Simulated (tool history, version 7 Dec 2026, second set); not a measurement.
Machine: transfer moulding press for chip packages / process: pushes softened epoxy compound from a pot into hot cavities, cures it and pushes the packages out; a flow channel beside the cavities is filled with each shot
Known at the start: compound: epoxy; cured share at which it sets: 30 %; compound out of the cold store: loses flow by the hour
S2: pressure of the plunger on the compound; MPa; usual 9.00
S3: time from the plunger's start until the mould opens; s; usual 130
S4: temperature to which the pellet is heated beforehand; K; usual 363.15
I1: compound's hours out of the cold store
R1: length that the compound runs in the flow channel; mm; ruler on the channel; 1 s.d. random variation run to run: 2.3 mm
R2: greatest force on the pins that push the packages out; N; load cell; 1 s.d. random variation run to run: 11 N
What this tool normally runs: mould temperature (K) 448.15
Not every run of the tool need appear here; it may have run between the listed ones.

run 1 hour=0.0 | mould_temperature_(K)=448.15 S2=9.00 S3=130 S4=363.15 | I1=37.0 | R1=501 R2=587
-- hour=27.4 plunger's sealing rings changed
-- hour=48.2 cavities cleaned with cleaning compound and waxed
run 2 hour=96.2 | mould_temperature_(K)=448.15 S2=9.00 S3=130 S4=363.15 | I1=41.7 | R1=508 R2=609
-- hour=113.1 cavities cleaned with cleaning compound and waxed
-- hour=135.3 mould's thermocouples calibrated
run 3 hour=171.1 | mould_temperature_(K)=448.15 S2=9.00 S3=130 S4=363.15 | I1=43.3 | R1=495 R2=647
-- hour=179.7 cavities cleaned with cleaning compound and waxed
-- hour=242.3 cavities cleaned with cleaning compound and waxed
-- hour=275.0 mould's thermocouples calibrated, once more
run 4 hour=275.0 | mould_temperature_(K)=448.15 S2=9.00 S3=130 S4=363.15 | I1=16.5 | R1=555 R2=633
-- hour=306.7 cavities cleaned with cleaning compound and waxed
run 5 hour=349.1 | mould_temperature_(K)=448.15 S2=7.47 S3=130 S4=363.15 | I1=38.6 | R1=451 R2=609
-- hour=370.3 cavities cleaned with cleaning compound and waxed
-- hour=385.3 plunger's sealing rings changed
-- hour=436.7 cavities cleaned with cleaning compound and waxed
run 6 hour=444.3 | mould_temperature_(K)=455.15 S2=9.00 S3=130 S4=363.15 | I1=39.3 | R1=501 R2=403
-- hour=498.4 cavities cleaned with cleaning compound and waxed
run 7 hour=534.2 | mould_temperature_(K)=442.15 S2=9.00 S3=162 S4=365.15 | I1=19.3 | R1=569 R2=616
-- hour=566.6 cavities cleaned with cleaning compound and waxed
run 8 hour=592.5 | mould_temperature_(K)=442.15 S2=9.00 S3=162 S4=365.15 | I1=25.3 | R1=548 R2=584
-- hour=630.8 cavities cleaned with cleaning compound and waxed
run 9 hour=636.2 | mould_temperature_(K)=452.15 S2=7.80 S3=133 S4=356.15 | I1=42.4 | R1=452 R2=421
-- hour=694.1 cavities cleaned with cleaning compound and waxed
run 10 hour=708.8 | mould_temperature_(K)=452.15 S2=7.80 S3=133 S4=356.15 | I1=8.4 | R1=523 R2=465
-- hour=739.9 plunger's sealing rings changed
-- hour=766.4 cavities cleaned with cleaning compound and waxed
run 11 hour=807.9 | mould_temperature_(K)=452.15 S2=7.80 S3=133 S4=356.15 | I1=47.6 | R1=455 R2=486

Selected run-to-run steps in R1, each split into two signed amounts: the part the tool would show with no hidden state at all (from settings, incoming material and random variation), and the remainder, which goes to the hidden state together with any gauge scatter not common to the measured and the hidden-state-free results:
The hidden state here: true mould temperature over the reading, C; pressure that reaches the compound, % of what is set; grip of the stained cavities, % over clean ones'; drift of the gauge itself on flow_mm, %; drift of the gauge itself on push_out_n, %.
Run 4 -> 5: S2 9.00 -> 7.47, cavities cleaned with cleaning compound and waxed. R1 -104 mm: hidden state -1, all else -103.
Run 10 -> 11: plunger's sealing rings changed, cavities cleaned with cleaning compound and waxed. R1 -68 mm: hidden state +21, all else -89.
